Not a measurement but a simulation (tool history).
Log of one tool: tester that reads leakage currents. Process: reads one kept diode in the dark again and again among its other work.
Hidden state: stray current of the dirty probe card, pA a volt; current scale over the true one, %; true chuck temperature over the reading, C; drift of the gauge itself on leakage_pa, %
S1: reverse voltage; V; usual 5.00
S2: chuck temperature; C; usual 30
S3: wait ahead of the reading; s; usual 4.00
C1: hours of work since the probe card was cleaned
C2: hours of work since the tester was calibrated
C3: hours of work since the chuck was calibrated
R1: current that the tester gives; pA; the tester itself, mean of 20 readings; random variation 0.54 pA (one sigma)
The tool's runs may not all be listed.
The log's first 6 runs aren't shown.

| run | hour | S1 | S2 | S3 | C1 | C2 | C3 | R1 |
|---|---|---|---|---|---|---|---|---|
| 7 | 910.2 | 5.00 | 50 | 4.00 | 984 | 1290 | 201 | 665.84 |
| 8 | 1105.5 | 5.00 | 50 | 4.00 | 1095 | 1401 | 312 | 661.65 |
| 9 | 1235.9 | 5.00 | 50 | 4.00 | 1170 | 1476 | 387 | 652.85 |
| 10 | 1323.0 | 15.84 | 50 | 4.00 | 1219 | 1525 | 436 | 1279.58 |
| 11 | 1419.3 | 15.84 | 50 | 4.00 | 1274 | 1580 | 491 | 1274.80 |
|  | 1483.7 | probe card cleaned and baked |
| 12 | 1583.1 | 15.84 | 50 | 4.00 | 57 | 1672 | 583 | 1245.84 |
| 13 | 1752.2 | 15.84 | 50 | 4.00 | 153 | 1768 | 679 | 1238.23 |
| 14 | 1944.8 | 15.84 | 50 | 4.00 | 263 | 1878 | 789 | 1223.93 |
| 15 | 2062.9 | 15.84 | 50 | 4.00 | 330 | 1945 | 856 | 1212.35 |
| 16 | 2250.8 | 3.76 | 30 | 4.00 | 437 | 2052 | 963 | 136.97 |
| 17 | 2391.7 | 2.37 | 30 | 4.00 | 518 | 2133 | 1044 | 103.54 |
| 18 | 2517.3 | 2.37 | 30 | 4.00 | 589 | 2204 | 1115 | 102.75 |
| 19 | 2600.6 | 2.37 | 30 | 4.00 | 637 | 2252 | 1163 | 102.42 |
| 20 | 2743.8 | 2.37 | 54 | 4.00 | 718 | 2334 | 1245 | 498.23 |
| 21 | 2848.8 | 3.96 | 46 | 5.08 | 778 | 2393 | 1304 | 402.88 |
| 22 | 2957.7 | 3.96 | 46 | 5.08 | 840 | 2455 | 1367 | 398.18 |
| 23 | 3090.6 | 1.83 | 40 | 0.37 | 916 | 2531 | 1442 | 172.71 |
| 24 | 3289.9 | 1.83 | 40 | 0.37 | 1030 | 2645 | 1556 | 170.35 |

Run 25 comes next. What will it give?
|  | 3384.1 | chuck's temperature calibrated |
| 25 | 3437.4 | 1.83 | 40 | 0.37 | 1113 | 2728 | 30 | ? |

Run 25 gave R1 199.99 pA.
Without the tool's hidden state the same run would have given R1 200.46 pA.
